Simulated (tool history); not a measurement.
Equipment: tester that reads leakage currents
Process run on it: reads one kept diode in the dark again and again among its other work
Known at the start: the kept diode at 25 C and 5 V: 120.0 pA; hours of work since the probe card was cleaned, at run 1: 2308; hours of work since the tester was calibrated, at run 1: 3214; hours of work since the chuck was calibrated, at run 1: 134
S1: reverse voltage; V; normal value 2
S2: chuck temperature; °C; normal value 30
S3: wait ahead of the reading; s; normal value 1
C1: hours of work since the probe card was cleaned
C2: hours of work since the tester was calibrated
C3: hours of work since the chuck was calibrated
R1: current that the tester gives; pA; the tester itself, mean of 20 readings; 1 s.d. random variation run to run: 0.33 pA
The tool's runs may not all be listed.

run	hour	S1	S2	S3	C1	C2	C3	R1
1	0	2	30	1	2308	3214	134	108.07
2	190	2	30	1	2433	3339	259	108.07
3	274.6	2	30	1	2489	3395	315	107.85
4	457	2	30	1	2609	3515	435	107.58
5	583.9	2	30	2.37	2692	3598	519	107.37
6	690.6	2	30	1	2763	3668	589	107.64
7	786.5	2	29	1	2826	3732	652	100.63
8	911.6	1.48	30	1	2908	3814	734	91.81
# hour 931.9: probe card cleaned and baked
9	1006.1	1.48	30	1	49	3874	794	91.65
# hour 1204.1: chuck's temperature calibrated
10	1217	1.48	30	1	186	4011	8	91.88
11	1419.5	1.48	30	1	319	4145	142	91.71
12	1543.7	1.48	30	1	401	4226	223	92.37
13	1706.6	2	45	1	508	4334	331	305.19
14	1870.7	2	30	1	616	4442	439	107.98
15	2066.9	2	30	1	745	4571	568	107.69
16	2188.2	2	30	1	825	4650	647	108.14
17	2281.4	2	30	1	887	4712	709	107.92
18	2377.5	6.92	30	1	950	4775	772	210.61
19	2560.5	2	30	1	1070	4895	892	107.6
# hour 2619.4: chuck's temperature calibrated
20	2760.8	2	30	1	1201	5026	93	108.14
# hour 2872.6: tester calibrated
21	2938.9	5.88	30	0.48	1316	44	209	194.39
22	3118.7	5.88	30	0.48	1435	162	327	194.42
23	3226.5	5.88	30	0.48	1506	233	398	193.78
24	3392.3	16.85	32	9.23	1615	342	507	385.78
25	3536.7	16.85	32	9.23	1710	437	602	387.35
26	3736.8	16.85	28	0.65	1841	569	734	297.22
27	3892.8	15.76	28	2.61	1944	671	836	280.13
28	3992.8	6.04	39	9.06	2010	737	902	366.24
# hour 4029.7: chuck's temperature calibrated
29	4079.6	3.05	33	6.87	2066	793	33	167.68
30	4279.4	3.05	33	6.87	2197	924	164	167.41
31	4365.5	6.63	27	1	2254	981	221	164.09
32	4543.5	6.63	27	1	2371	1098	338	163.96
33	4693.9	6.63	27	1	2470	1197	437	165.06
34	4818.9	6.63	27	1	2552	1279	519	164.13
35	5022.1	1.06	31	6.35	2686	1413	653	82.44
36	5201.3	1.06	31	6.35	2804	1531	771	81.98
# hour 5372.2: probe card cleaned and baked
37	5408.4	19.35	54	2.17	24	1665	905	1833.99
# hour 5452.6: chuck's temperature calibrated
38	5609.9	4.12	54	0.85	155	1796	103	808.07
39	5707.9	4.12	54	0.85	220	1861	168	809.59

Measured less the same run without the tool's hidden state. The same run-to-run variation is in both; the gauge's scatter may not be:
Hidden state present: stray current of the dirty probe card, pA a volt; current scale over the true one, %; true chuck temperature over the reading, C; drift of the gauge itself on leakage_pa, %.
run	R1
1	+0.02
2	+0.03
3	+0.05
4	+0.06
5	+0.07
6	+0.08
7	+0.08
8	+0.08
9	+0.08
10	+0.02
11	+0.03
12	+0.04
13	+0.14
14	+0.07
15	+0.08
16	+0.1
17	+0.1
18	+0.22
19	+0.13
20	+0.02
21	+0.06
22	+0.09
23	+0.11
24	+0.28
25	+0.33
26	+0.31
27	+0.34
28	+0.39
29	+0.02
30	+0.05
31	+0.07
32	+0.1
33	+0.12
34	+0.14
35	+0.07
36	+0.08
37	+1.66
38	+0.06
39	+0.11
